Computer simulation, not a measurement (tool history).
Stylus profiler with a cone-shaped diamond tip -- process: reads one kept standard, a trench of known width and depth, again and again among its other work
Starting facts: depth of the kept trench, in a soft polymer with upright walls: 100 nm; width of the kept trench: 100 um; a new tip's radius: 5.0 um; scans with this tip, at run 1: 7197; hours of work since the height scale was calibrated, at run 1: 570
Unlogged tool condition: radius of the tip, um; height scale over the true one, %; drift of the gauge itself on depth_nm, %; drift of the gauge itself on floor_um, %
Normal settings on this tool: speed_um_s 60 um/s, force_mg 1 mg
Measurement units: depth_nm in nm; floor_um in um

run	hour	speed_um_s	force_mg	scans with this tip	hours of work since the height scale was calibrated	depth_nm	floor_um
1	0	60	1	7197	570	100.71	96.69
2	12.3	22	1	7309	579	100.66	97.09
3	31.2	60	1.5	7482	593	100.85	96.83
4	51.1	60	1.5	7662	607	100.89	96.75
5	61.2	60	1	7755	615	100.7	96.66
6	78.8	60	1	7915	627	100.78	96.66
7	98.6	60	1	8096	642	100.69	96.61
8	116.7	27	1	8261	655	100.72	96.94
9	135.7	27	1	8433	668	100.7	96.94
# hour 151.4: new tip fitted, height scale calibrated
10	152	150	1	6	0	100.48	96.5
11	163	150	1	106	8	100.48	96.46
12	173.6	60	1	203	16	100.46	97.33
13	192.6	60	1	376	30	100.47	97.38
14	211.9	60	1	552	44	100.46	97.34
15	233.1	60	1.68	745	59	100.71	97.45
16	247.3	60	1.35	875	69	100.69	97.36
17	263.5	60	1.35	1022	81	100.64	97.39
18	273.4	86	1	1112	88	100.54	97.03
19	285.9	196	0.41	1226	97	100.28	94.8
20	306.2	196	0.41	1412	112	100.25	94.76
21	327.3	18	2.46	1604	127	100.94	97.73
22	345.2	18	2.46	1767	140	100.96	97.73
23	366.1	60	0.48	1957	155	100.31	96.89
24	378.8	19	0.47	2073	164	100.3	97.49
25	391.6	198	0.73	2190	173	100.41	95.48
26	413.4	60	0.96	2388	189	100.53	97.15
27	424.9	60	0.96	2493	198	100.53	97.18
28	443.4	26	1.36	2662	211	100.68	97.51
29	463.1	79	1.85	2841	225	100.81	97.11
30	477.1	119	0.56	2968	235	100.38	96.08
31	493.5	165	0.37	3118	247	100.25	94.95
32	505.9	118	1	3232	256	100.51	96.46
33	521	84	2.23	3369	267	101	97.09
34	534.1	84	2.23	3489	276	100.94	97.06
35	553.2	184	0.34	3662	290	100.32	94.49
36	572.6	42	0.79	3839	304	100.5	97.11

Branching from run 36: 3 alternative next runs. What would each branch give?
A	588.9	126	0.46	3988	316	?	?
B	588.9	95	1	3988	316	?	?
C	588.9	20	1	3988	316	?	?

run	depth_nm	floor_um
A	100.35	95.73
B	100.57	96.6
C	100.58	97.39
Without the tool's unlogged condition, the same runs would have read:
run	depth_nm	floor_um
A	100.3	96.16
B	100.52	97.03
C	100.53	97.82

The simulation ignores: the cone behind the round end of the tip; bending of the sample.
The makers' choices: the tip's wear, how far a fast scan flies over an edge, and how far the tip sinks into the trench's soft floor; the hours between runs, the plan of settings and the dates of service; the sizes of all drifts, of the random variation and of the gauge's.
